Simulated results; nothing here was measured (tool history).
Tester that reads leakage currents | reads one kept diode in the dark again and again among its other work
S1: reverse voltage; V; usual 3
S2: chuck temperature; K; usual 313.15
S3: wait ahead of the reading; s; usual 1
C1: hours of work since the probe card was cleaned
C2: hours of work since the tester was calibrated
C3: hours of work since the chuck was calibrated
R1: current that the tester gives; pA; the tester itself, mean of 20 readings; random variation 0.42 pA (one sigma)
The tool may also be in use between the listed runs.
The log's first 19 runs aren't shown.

run,day,S1,S2,S3,C1,C2,C3,R1
20,125.425,9.67,316.15,5.99,194,1164,1594,268.72
21,131.388,4.16,324.15,1,304,1273,1703,352.78
22,138.9,10.68,324.15,2.48,441,1411,1841,470.46
23,144.833,1.82,324.15,2.71,550,1520,1950,276.53
24,151.883,1.04,324.15,1.34,680,1649,2080,234.88
25,160.617,1.04,314.15,1.34,840,1810,2240,124.1
# day 164.217: chuck's temperature calibrated
26,166.992,1.46,326.15,0.79,955,1925,51,262.78
27,174.071,4.78,305.15,1,1085,2055,181,96.27
28,179.338,4.78,305.15,1,1182,2152,277,96.46
29,186.267,4.78,305.15,1,1309,2279,405,98.4
30,193.412,18.2,318.15,5.93,1440,2410,536,361.55
31,197.654,18.2,318.15,5.93,1518,2488,613,362.05
32,206.046,3.04,305.15,4.6,1672,2642,767,85.78

Forecast run 33:
33,209.792,2.86,313.15,0.34,1741,2710,836,?

R1: 148.64 pA
Without the tool's hidden state the same run would have given R1 139.66 pA.
